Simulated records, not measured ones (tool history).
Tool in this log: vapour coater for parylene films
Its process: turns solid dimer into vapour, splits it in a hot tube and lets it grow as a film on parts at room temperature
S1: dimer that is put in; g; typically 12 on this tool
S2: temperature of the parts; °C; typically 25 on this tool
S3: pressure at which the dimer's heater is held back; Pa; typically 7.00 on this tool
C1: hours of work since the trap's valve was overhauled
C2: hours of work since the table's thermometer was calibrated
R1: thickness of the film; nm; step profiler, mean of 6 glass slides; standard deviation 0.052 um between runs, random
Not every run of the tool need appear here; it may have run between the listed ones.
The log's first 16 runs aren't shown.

run	day	S1	S2	S3	C1	C2	R1
17	13.446	7	25	7.00	209	583	3050
18	14.167	7	25	7.00	220	594	2970
19	15.133	12	26	5.75	234	608	5050
20	15.733	6	21	3.15	242	617	3680
21	16.583	6	21	3.15	255	629	3670
22	17.038	6	21	3.15	261	636	3630
23	17.604	6	21	3.15	270	644	3630
24	18.196	8	29	9.50	278	653	2590
25	19.092	9	18	3.50	291	666	5880
26	19.683	15	20	7.64	300	674	7640
# day 20.175: trap's valve overhauled
27	20.638	6	20	10.88	7	686	3170
28	21.458	6	20	10.88	19	698	3130
29	22.242	18	21	7.00	30	709	9950
30	23.288	18	21	7.00	45	724	9970
31	24.092	18	21	7.00	57	736	9810
32	24.871	18	36	2.66	68	747	6200
33	25.646	12	27	7.00	80	758	4980
34	26.675	12	27	11.35	95	773	4340

Alternative continuations, all from the tool just after run 34; predict every row:
A	27.762	12	32	7.00	110	789	?
B	27.762	6	23	11.35	110	789	?
C	27.762	9	30	10.35	110	789	?
D	27.762	17	31	2.32	110	789	?

run	R1
A	3880
B	2600
C	2810
D	7420
Had the tool no hidden state, the same runs would have come out as:
run	R1
A	4330
B	2900
C	3140
D	8270

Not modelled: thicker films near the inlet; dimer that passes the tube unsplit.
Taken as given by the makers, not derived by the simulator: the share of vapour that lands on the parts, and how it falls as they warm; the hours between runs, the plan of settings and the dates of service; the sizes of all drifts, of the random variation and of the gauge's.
